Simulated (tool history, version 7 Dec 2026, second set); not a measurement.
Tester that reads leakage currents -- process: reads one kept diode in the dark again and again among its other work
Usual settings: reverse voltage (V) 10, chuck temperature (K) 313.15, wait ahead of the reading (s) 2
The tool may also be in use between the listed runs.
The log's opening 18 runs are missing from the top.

run,hour,reverse voltage (V),chuck temperature (K),wait ahead of the reading (s),current that the tester gives (pA)
19,850.9,10,313.15,1.18,225.21
20,905.2,10,313.15,1.18,223.85
21,977.8,10,329.15,2,574.45
22,1010.1,10,329.15,2,576.7
23,1059.8,10,329.15,2,577.57
24,1105.9,10,329.15,2,583.54
25,1174.1,10,300.15,2,103.53
26,1242.7,10,300.15,2,103.78
27,1310,10,300.15,2,104
28,1348.3,10,300.15,2,104.21
29,1398,10,300.15,2,104.79
30,1468.5,1.6,309.15,2,60.1
31,1514.8,8.7,324.15,0.39,403.61
32,1586.1,10,308.15,0.33,171.77
33,1640.5,10,308.15,0.33,171.97
34,1676.1,6.8,299.15,0.39,79.42
35,1721.8,6.8,303.15,3.6,99.31
36,1786.6,10.6,297.15,0.81,93.89
37,1824,10.6,297.15,0.81,93.67
38,1867.3,10.6,297.15,0.81,94.07
39,1936.5,10,313.15,1.93,232.85

Consider 5 possible next runs. They are alternatives, not a sequence: every one starts from the tool as it was left by run 39. What does each give?
A,1972.5,6.5,330.15,1.93,?
B,1972.5,10,331.15,1.93,?
C,1972.5,11.5,328.15,0.73,?
D,1972.5,10,313.15,2.85,?
E,1972.5,10,310.15,2,?

run,current that the tester gives (pA)
A,487.42
B,661.79
C,603.05
D,232.3
E,194.21
Without the tool's hidden state the same runs would have given:
run,current that the tester gives (pA)
A,466.36
B,631.16
C,570.53
D,208.7
E,171.35

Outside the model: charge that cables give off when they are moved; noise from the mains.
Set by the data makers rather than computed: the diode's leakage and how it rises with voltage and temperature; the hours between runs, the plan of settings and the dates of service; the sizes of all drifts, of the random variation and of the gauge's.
